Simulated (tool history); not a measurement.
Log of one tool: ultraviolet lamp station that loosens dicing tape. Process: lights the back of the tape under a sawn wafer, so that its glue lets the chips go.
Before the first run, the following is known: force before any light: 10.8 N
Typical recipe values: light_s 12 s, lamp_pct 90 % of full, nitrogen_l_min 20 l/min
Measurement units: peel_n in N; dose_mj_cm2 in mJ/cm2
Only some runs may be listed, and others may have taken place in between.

run   hour  light_s  lamp_pct  nitrogen_l_min  peel_n  dose_mj_cm2
  1    0.0       12        90              20   2.250          150
  2   79.2       12        77              20   2.849          124
  3  150.6       12        77              20   3.037          121
  4  225.7        7        90              20   4.554           80
  5  262.4        7        90              20   4.703           80
     279.4  -- lamp changed
  6  330.0        7        90              20   2.577          134
  7  403.6       12        90              20   0.969          229
  8  460.5       12        90              20   1.076          221
  9  536.9       12        77              20   1.575          187
 10  589.3       12        75              20   1.670          179
 11  662.5       12        75              20   1.747          175
 12  712.6       12        75              20   1.810          170
 13  783.9       12        90              20   1.319          202
 14  821.1       12        76              35   1.603          164
 15  859.8       12        90               8   2.025          195

Run 16 has not been measured yet. What should we expect?
     868.0  -- window cleaned of glue's vapour
 16  909.2       12        90               8       ?            ?

peel_n: 1.579 N
dose_mj_cm2: 229 mJ/cm2
If the tool had no hidden condition, the same run with the same run-to-run variation would have returned peel_n 1.274 N, dose_mj_cm2 257 mJ/cm2.
